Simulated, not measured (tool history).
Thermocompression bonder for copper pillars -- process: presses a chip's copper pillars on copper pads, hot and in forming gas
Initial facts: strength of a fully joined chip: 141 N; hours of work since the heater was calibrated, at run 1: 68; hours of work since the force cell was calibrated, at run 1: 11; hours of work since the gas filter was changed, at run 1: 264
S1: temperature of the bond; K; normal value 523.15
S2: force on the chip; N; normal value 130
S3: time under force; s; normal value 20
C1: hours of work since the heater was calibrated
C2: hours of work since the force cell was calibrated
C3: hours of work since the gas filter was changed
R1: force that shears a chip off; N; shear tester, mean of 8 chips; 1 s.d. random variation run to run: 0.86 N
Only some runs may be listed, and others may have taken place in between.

run,hour,S1,S2,S3,C1,C2,C3,R1
1,0.0,523.15,130,20,68,11,264,78.4
2,10.3,523.15,130,20,74,17,270,79.5
3,17.8,523.15,125,20,79,22,275,76.2
4,26.3,497.15,130,20,84,27,280,50.8
5,34.7,497.15,130,20,89,32,285,52.2
6,40.6,497.15,130,20,93,36,289,51.5
7,46.7,497.15,130,20,97,39,293,51.1
8,55.4,497.15,130,20,102,45,298,52.1
9,65.4,523.15,130,10,108,51,304,62.1
10,73.7,523.15,130,10,113,56,309,62.1
11,78.5,523.15,130,20,116,59,312,77.6
12,88.5,523.15,130,20,122,65,319,77.6
13,98.4,523.15,130,20,128,71,325,78.2
# hour 101.2: heater calibrated with a thermocouple chip
14,110.8,523.15,130,20,6,78,331,77.5
15,117.5,523.15,130,20,10,82,335,78.1
16,127.0,523.15,130,20,16,88,341,76.7
17,137.0,523.15,130,28,22,94,347,85.1
18,142.2,523.15,130,20,25,97,350,77.8
19,150.0,523.15,130,20,30,102,355,76.9
# hour 157.6: heater calibrated with a thermocouple chip, once more
20,160.3,523.15,130,20,2,107,360,77.5
21,165.8,523.15,171,20,5,110,364,86.2
22,171.3,549.15,130,17,8,114,367,99.2

Estimate the outcome of run 23 from the log above:
23,176.9,530.15,130,20,12,117,371,?

R1: 82.6 N
Had the tool carried no hidden state, the very same run would have given R1 88.7 N.

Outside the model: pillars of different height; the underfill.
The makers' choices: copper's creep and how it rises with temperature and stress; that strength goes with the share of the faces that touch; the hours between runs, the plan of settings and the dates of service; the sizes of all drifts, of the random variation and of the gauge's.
